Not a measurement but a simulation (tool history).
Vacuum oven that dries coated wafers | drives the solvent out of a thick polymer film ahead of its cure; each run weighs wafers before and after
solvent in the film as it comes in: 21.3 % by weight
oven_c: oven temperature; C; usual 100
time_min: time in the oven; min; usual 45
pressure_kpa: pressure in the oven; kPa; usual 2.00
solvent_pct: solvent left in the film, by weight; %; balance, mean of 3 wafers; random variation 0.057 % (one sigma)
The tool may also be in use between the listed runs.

{"run": 1, "hour": 0.0, "oven_c": 100, "time_min": 45, "pressure_kpa": 2.0, "solvent_pct": 3.26}
{"run": 2, "hour": 76.6, "oven_c": 100, "time_min": 45, "pressure_kpa": 2.0, "solvent_pct": 3.15}
{"run": 3, "hour": 163.2, "oven_c": 100, "time_min": 45, "pressure_kpa": 1.88, "solvent_pct": 3.18}
{"run": 4, "hour": 236.6, "oven_c": 100, "time_min": 45, "pressure_kpa": 2.0, "solvent_pct": 3.16}
{"run": 5, "hour": 305.8, "oven_c": 100, "time_min": 45, "pressure_kpa": 2.0, "solvent_pct": 3.34}
{"run": 6, "hour": 368.5, "oven_c": 100, "time_min": 45, "pressure_kpa": 2.0, "solvent_pct": 3.19}
{"run": 7, "hour": 455.0, "oven_c": 100, "time_min": 45, "pressure_kpa": 2.0, "solvent_pct": 3.17}
{"run": 8, "hour": 538.3, "oven_c": 100, "time_min": 45, "pressure_kpa": 4.69, "solvent_pct": 4.26}
{"run": 9, "hour": 601.7, "oven_c": 100, "time_min": 45, "pressure_kpa": 4.69, "solvent_pct": 4.24}
{"run": 10, "hour": 662.0, "oven_c": 100, "time_min": 45, "pressure_kpa": 3.67, "solvent_pct": 3.8}
{"run": 11, "hour": 710.8, "oven_c": 100, "time_min": 45, "pressure_kpa": 3.67, "solvent_pct": 3.99}
{"run": 12, "hour": 757.8, "oven_c": 100, "time_min": 45, "pressure_kpa": 3.67, "solvent_pct": 3.81}
{"run": 13, "hour": 839.3, "oven_c": 100, "time_min": 45, "pressure_kpa": 2.0, "solvent_pct": 3.14}
{"run": 14, "hour": 932.3, "oven_c": 100, "time_min": 45, "pressure_kpa": 2.0, "solvent_pct": 3.26}
{"run": 15, "hour": 976.2, "oven_c": 100, "time_min": 45, "pressure_kpa": 2.0, "solvent_pct": 3.18}
{"run": 16, "hour": 1056.8, "oven_c": 100, "time_min": 45, "pressure_kpa": 2.0, "solvent_pct": 3.17}
{"run": 17, "hour": 1122.0, "oven_c": 100, "time_min": 45, "pressure_kpa": 2.0, "solvent_pct": 3.26}
{"run": 18, "hour": 1165.4, "oven_c": 100, "time_min": 45, "pressure_kpa": 2.0, "solvent_pct": 3.16}
{"run": 19, "hour": 1219.5, "oven_c": 100, "time_min": 45, "pressure_kpa": 2.0, "solvent_pct": 3.1}
{"run": 20, "hour": 1302.9, "oven_c": 100, "time_min": 45, "pressure_kpa": 2.0, "solvent_pct": 3.3}
{"run": 21, "hour": 1349.9, "oven_c": 100, "time_min": 45, "pressure_kpa": 2.0, "solvent_pct": 3.23}
{"run": 22, "hour": 1421.3, "oven_c": 100, "time_min": 45, "pressure_kpa": 2.0, "solvent_pct": 3.19}
{"run": 23, "hour": 1474.2, "oven_c": 100, "time_min": 45, "pressure_kpa": 2.0, "solvent_pct": 3.14}
{"run": 24, "hour": 1536.4, "oven_c": 100, "time_min": 45, "pressure_kpa": 2.0, "solvent_pct": 3.16}
{"run": 25, "hour": 1610.4, "oven_c": 100, "time_min": 45, "pressure_kpa": 2.0, "solvent_pct": 3.11}
{"run": 26, "hour": 1683.6, "oven_c": 114, "time_min": 24, "pressure_kpa": 1.12, "solvent_pct": 1.6}
{"run": 27, "hour": 1751.0, "oven_c": 87, "time_min": 52, "pressure_kpa": 1.13, "solvent_pct": 7.47}
{"run": 28, "hour": 1800.5, "oven_c": 100, "time_min": 39, "pressure_kpa": 2.33, "solvent_pct": 4.06}
{"run": 29, "hour": 1864.9, "oven_c": 100, "time_min": 38, "pressure_kpa": 2.0, "solvent_pct": 4.07}
{"run": 30, "hour": 1930.2, "oven_c": 105, "time_min": 36, "pressure_kpa": 2.0, "solvent_pct": 2.59}
{"run": 31, "hour": 2023.1, "oven_c": 105, "time_min": 36, "pressure_kpa": 2.0, "solvent_pct": 2.56}
{"run": 32, "hour": 2061.8, "oven_c": 105, "time_min": 81, "pressure_kpa": 2.41, "solvent_pct": 1.02}
{"run": 33, "hour": 2151.2, "oven_c": 104, "time_min": 58, "pressure_kpa": 2.0, "solvent_pct": 1.39}
{"run": 34, "hour": 2221.7, "oven_c": 104, "time_min": 58, "pressure_kpa": 2.0, "solvent_pct": 1.43}
{"run": 35, "hour": 2269.2, "oven_c": 104, "time_min": 58, "pressure_kpa": 2.0, "solvent_pct": 1.43}
{"run": 36, "hour": 2322.5, "oven_c": 99, "time_min": 79, "pressure_kpa": 2.0, "solvent_pct": 1.63}
{"run": 37, "hour": 2367.8, "oven_c": 99, "time_min": 79, "pressure_kpa": 2.0, "solvent_pct": 1.66}
{"run": 38, "hour": 2437.7, "oven_c": 90, "time_min": 77, "pressure_kpa": 2.0, "solvent_pct": 4.17}
{"run": 39, "hour": 2529.6, "oven_c": 100, "time_min": 77, "pressure_kpa": 4.05, "solvent_pct": 2.44}
{"run": 40, "hour": 2593.0, "oven_c": 100, "time_min": 45, "pressure_kpa": 5.36, "solvent_pct": 4.5}
{"run": 41, "hour": 2682.3, "oven_c": 100, "time_min": 45, "pressure_kpa": 5.36, "solvent_pct": 4.54}
{"run": 42, "hour": 2771.9, "oven_c": 100, "time_min": 45, "pressure_kpa": 5.36, "solvent_pct": 4.59}
{"run": 43, "hour": 2861.8, "oven_c": 100, "time_min": 45, "pressure_kpa": 5.36, "solvent_pct": 4.56}
{"run": 44, "hour": 2946.9, "oven_c": 101, "time_min": 45, "pressure_kpa": 2.0, "solvent_pct": 2.73}
{"run": 45, "hour": 3029.8, "oven_c": 101, "time_min": 46, "pressure_kpa": 4.05, "solvent_pct": 3.51}
{"run": 46, "hour": 3098.9, "oven_c": 101, "time_min": 46, "pressure_kpa": 4.05, "solvent_pct": 3.54}

Taken out of this log: 2 entries between the listed runs. Where each belongs, and how the hidden state differs across it:
Between runs 25 and 26: oven's thermocouples calibrated (hour 1643.7)
  true wafer temperature over the reading, C: 0.19 -> 0; true pressure over the reading, kPa: 0.097 -> 0.098
Between runs 39 and 40: vacuum gauge cleaned of residue and calibrated (hour 2580.8)
  true wafer temperature over the reading, C: 0.05 -> 0.06; true pressure over the reading, kPa: 0.116 -> 0

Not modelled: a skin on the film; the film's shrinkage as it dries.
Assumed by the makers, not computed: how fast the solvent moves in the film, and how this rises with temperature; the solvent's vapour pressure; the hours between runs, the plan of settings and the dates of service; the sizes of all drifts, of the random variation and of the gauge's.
